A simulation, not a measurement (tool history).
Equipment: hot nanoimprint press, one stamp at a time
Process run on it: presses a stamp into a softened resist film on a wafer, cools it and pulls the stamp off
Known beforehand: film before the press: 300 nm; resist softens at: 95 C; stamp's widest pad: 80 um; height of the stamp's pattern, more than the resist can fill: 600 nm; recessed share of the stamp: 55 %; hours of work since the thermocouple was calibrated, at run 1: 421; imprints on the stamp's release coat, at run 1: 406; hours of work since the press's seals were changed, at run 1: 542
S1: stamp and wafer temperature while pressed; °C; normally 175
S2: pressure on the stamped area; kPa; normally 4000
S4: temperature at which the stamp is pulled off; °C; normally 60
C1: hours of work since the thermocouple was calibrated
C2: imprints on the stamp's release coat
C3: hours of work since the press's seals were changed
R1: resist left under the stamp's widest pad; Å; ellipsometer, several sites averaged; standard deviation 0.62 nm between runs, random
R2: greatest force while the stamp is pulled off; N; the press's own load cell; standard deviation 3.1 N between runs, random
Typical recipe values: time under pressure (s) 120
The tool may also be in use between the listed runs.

run 1 hour=0 | S1=175 S2=4000 time_under_pressure_(s)=120 S4=60 | C1=421 C2=406 C3=542 | R1=1031 R2=161
-- hour=27.7 plate thermocouple calibrated
-- hour=41.7 stamp cleaned and given a new release coat
run 2 hour=42.2 | S1=175 S2=4000 time_under_pressure_(s)=120 S4=60 | C1=6 C2=3 C3=567 | R1=1013 R2=141
run 3 hour=75.1 | S1=175 S2=4000 time_under_pressure_(s)=120 S4=60 | C1=31 C2=176 C3=591 | R1=1010 R2=150
run 4 hour=104.8 | S1=175 S2=4000 time_under_pressure_(s)=120 S4=60 | C1=53 C2=332 C3=613 | R1=1003 R2=152
run 5 hour=136.1 | S1=175 S2=4000 time_under_pressure_(s)=120 S4=60 | C1=76 C2=496 C3=636 | R1=997 R2=164
-- hour=158.2 stamp cleaned and given a new release coat
run 6 hour=175.5 | S1=175 S2=4000 time_under_pressure_(s)=120 S4=60 | C1=100 C2=91 C3=661 | R1=999 R2=140
run 7 hour=195.8 | S1=175 S2=4000 time_under_pressure_(s)=120 S4=60 | C1=115 C2=198 C3=676 | R1=992 R2=148
run 8 hour=221.3 | S1=175 S2=4000 time_under_pressure_(s)=120 S4=60 | C1=134 C2=332 C3=695 | R1=999 R2=153
-- hour=229.3 plate thermocouple calibrated, once more
run 9 hour=239.1 | S1=175 S2=4000 time_under_pressure_(s)=120 S4=60 | C1=7 C2=410 C3=706 | R1=1085 R2=170
run 10 hour=266.4 | S1=175 S2=4000 time_under_pressure_(s)=120 S4=60 | C1=27 C2=554 C3=726 | R1=1079 R2=179
-- hour=278 stamp cleaned and given a new release coat
run 11 hour=304.2 | S1=175 S2=4000 time_under_pressure_(s)=120 S4=60 | C1=51 C2=138 C3=749 | R1=1071 R2=149
run 12 hour=336.7 | S1=175 S2=5020 time_under_pressure_(s)=120 S4=60 | C1=75 C2=309 C3=773 | R1=971 R2=161
run 13 hour=364 | S1=175 S2=5020 time_under_pressure_(s)=120 S4=60 | C1=95 C2=453 C3=794 | R1=975 R2=171
run 14 hour=381.6 | S1=175 S2=5020 time_under_pressure_(s)=120 S4=60 | C1=108 C2=545 C3=807 | R1=976 R2=177
-- hour=394.2 stamp cleaned and given a new release coat
run 15 hour=401.3 | S1=175 S2=5020 time_under_pressure_(s)=120 S4=60 | C1=118 C2=37 C3=817 | R1=967 R2=144
run 16 hour=431.6 | S1=175 S2=5020 time_under_pressure_(s)=120 S4=60 | C1=141 C2=196 C3=839 | R1=964 R2=157
run 17 hour=447.8 | S1=175 S2=2960 time_under_pressure_(s)=235 S4=49 | C1=153 C2=282 C3=851 | R1=932 R2=193
run 18 hour=470.4 | S1=177 S2=3930 time_under_pressure_(s)=74 S4=50 | C1=169 C2=400 C3=868 | R1=1235 R2=196
run 19 hour=503.2 | S1=177 S2=3930 time_under_pressure_(s)=74 S4=50 | C1=194 C2=573 C3=892 | R1=1238 R2=193
-- hour=510.6 stamp cleaned and given a new release coat
run 20 hour=536.7 | S1=164 S2=6170 time_under_pressure_(s)=74 S4=52 | C1=214 C2=137 C3=912 | R1=1441 R2=166
run 21 hour=565.5 | S1=173 S2=4000 time_under_pressure_(s)=86 S4=55 | C1=235 C2=288 C3=934 | R1=1284 R2=177
run 22 hour=582.1 | S1=180 S2=4000 time_under_pressure_(s)=120 S4=60 | C1=247 C2=376 C3=946 | R1=929 R2=160
run 23 hour=609 | S1=180 S2=4000 time_under_pressure_(s)=120 S4=60 | C1=267 C2=517 C3=966 | R1=929 R2=168
-- hour=626.8 stamp cleaned and given a new release coat
run 24 hour=639.9 | S1=169 S2=2750 time_under_pressure_(s)=226 S4=65 | C1=286 C2=69 C3=984 | R1=1151 R2=126
run 25 hour=664.2 | S1=169 S2=2750 time_under_pressure_(s)=226 S4=65 | C1=304 C2=197 C3=1002 | R1=1140 R2=139
run 26 hour=686.3 | S1=169 S2=2750 time_under_pressure_(s)=226 S4=65 | C1=320 C2=313 C3=1019 | R1=1154 R2=143
run 27 hour=704.7 | S1=186 S2=3250 time_under_pressure_(s)=134 S4=49 | C1=334 C2=410 C3=1032 | R1=829 R2=196
run 28 hour=724.7 | S1=172 S2=4000 time_under_pressure_(s)=196 S4=60 | C1=348 C2=515 C3=1047 | R1=928 R2=175
-- hour=743.9 stamp cleaned and given a new release coat
run 29 hour=756.2 | S1=175 S2=6000 time_under_pressure_(s)=159 S4=55 | C1=367 C2=65 C3=1066 | R1=777 R2=160
run 30 hour=788.2 | S1=175 S2=4960 time_under_pressure_(s)=62 S4=60 | C1=391 C2=234 C3=1089 | R1=1245 R2=153

Selected run-to-run steps in R1, each split into two signed amounts: the part the tool would show with no hidden state at all (from settings, incoming material and random variation), and the remainder, which goes to the hidden state together with any gauge scatter not common to the measured and the hidden-state-free results:
The hidden state here: true temperature over the reading, C; pressure that arrives at the usual setting, %; grip of the stamp's worn release coat, % over a new coat's; drift of the gauge itself on residual_nm, %; drift of the gauge itself on pull_off_n, %.
Run 1 -> 2: plate thermocouple calibrated, stamp cleaned and given a new release coat. R1 -18 Å: hidden state -24, all else +6.
Run 8 -> 9: plate thermocouple calibrated, once more. R1 +86 Å: hidden state +86, all else +0.
Run 20 -> 21: S1 164 -> 173, S2 6170 -> 4000, time under pressure (s) 74 -> 86, S4 52 -> 55. R1 -157 Å: hidden state -27, all else -130.
Run 21 -> 22: S1 173 -> 180, time under pressure (s) 86 -> 120, S4 55 -> 60. R1 -355 Å: hidden state -1, all else -354.
Run 26 -> 27: S1 169 -> 186, S2 2750 -> 3250, time under pressure (s) 226 -> 134, S4 65 -> 49. R1 -325 Å: hidden state +15, all else -340.
Run 29 -> 30: S2 6000 -> 4960, time under pressure (s) 159 -> 62, S4 55 -> 60. R1 +468 Å: hidden state -7, all else +475.
